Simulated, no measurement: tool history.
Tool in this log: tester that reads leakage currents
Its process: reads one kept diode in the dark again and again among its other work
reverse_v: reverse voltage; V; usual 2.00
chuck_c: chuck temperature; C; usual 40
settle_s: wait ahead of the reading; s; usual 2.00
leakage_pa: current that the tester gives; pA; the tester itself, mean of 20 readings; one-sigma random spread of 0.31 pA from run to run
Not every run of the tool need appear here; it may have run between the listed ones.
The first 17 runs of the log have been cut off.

Run 18, hour 497.1: usual settings. Result: leakage_pa 121.08 pA.
Run 19, hour 520.6: usual settings. Result: leakage_pa 121.23 pA.
Run 20, hour 554.6: usual settings. Result: leakage_pa 121.78 pA.
Run 21, hour 588.0: usual settings but settle_s 0.39 s. Result: leakage_pa 123.20 pA.
At hour 599.8: chuck's temperature calibrated.
Run 22, hour 609.0: usual settings but settle_s 0.39 s. Result: leakage_pa 105.68 pA.
Run 23, hour 646.8: usual settings but settle_s 0.39 s. Result: leakage_pa 105.97 pA.
Run 24, hour 669.2: usual settings but chuck_c 47 C, settle_s 0.39 s. Result: leakage_pa 186.35 pA.
Run 25, hour 692.4: usual settings but reverse_v 10.36 V, settle_s 8.80 s. Result: leakage_pa 279.92 pA.
Run 26, hour 725.4: usual settings but reverse_v 4.48 V, chuck_c 29 C, settle_s 1.41 s. Result: leakage_pa 67.29 pA.
Run 27, hour 743.6: usual settings but reverse_v 1.20 V, chuck_c 32 C, settle_s 0.71 s. Result: leakage_pa 39.83 pA.
Run 28, hour 769.9: usual settings but reverse_v 1.20 V, chuck_c 21 C, settle_s 0.71 s. Result: leakage_pa 15.32 pA.
Run 29, hour 796.7: usual settings but reverse_v 1.35 V, chuck_c 43 C, settle_s 0.50 s. Result: leakage_pa 107.11 pA.
Run 30, hour 835.7: usual settings but reverse_v 13.84 V, settle_s 3.05 s. Result: leakage_pa 333.15 pA.
Run 31, hour 869.3: usual settings but reverse_v 5.61 V. Result: leakage_pa 195.70 pA.
Run 32, hour 888.7: usual settings but reverse_v 4.95 V, chuck_c 59 C, settle_s 7.96 s. Result: leakage_pa 795.34 pA.
Run 33, hour 922.1: usual settings but reverse_v 1.69 V, chuck_c 31 C, settle_s 5.11 s. Result: leakage_pa 44.93 pA.
Run 34, hour 963.4: usual settings but reverse_v 1.69 V, chuck_c 31 C, settle_s 5.11 s. Result: leakage_pa 44.67 pA.
Run 35, hour 1003.9: usual settings but reverse_v 2.58 V, chuck_c 22 C. Result: leakage_pa 26.61 pA.
Run 36, hour 1030.2: usual settings but reverse_v 2.58 V, chuck_c 22 C. Result: leakage_pa 26.70 pA.
Run 37, hour 1053.6: usual settings but reverse_v 3.14 V, chuck_c 22 C, settle_s 1.90 s. Result: leakage_pa 30.25 pA.
Run 38, hour 1079.9: usual settings but reverse_v 11.90 V, chuck_c 28 C. Result: leakage_pa 115.03 pA.
Run 39, hour 1112.0: usual settings but reverse_v 5.35 V, chuck_c 23 C. Result: leakage_pa 45.85 pA.
Run 40, hour 1150.1: usual settings but reverse_v 5.35 V, chuck_c 23 C. Result: leakage_pa 46.19 pA.

Alternative continuations, all from the tool just after run 40; predict every row:
Run A, hour 1170.4: usual settings but chuck_c 60 C. Result: leakage_pa ?.
Run B, hour 1170.4: usual settings but settle_s 6.21 s. Result: leakage_pa ?.
Run C, hour 1170.4: usual settings but reverse_v 1.06 V, chuck_c 57 C, settle_s 2.47 s. Result: leakage_pa ?.

run  leakage_pa
  A      510.28
  B      107.17
  C      281.28
What these runs would have given with no unlogged condition in the tool:
run  leakage_pa
  A      494.77
  B      102.63
  C      272.57
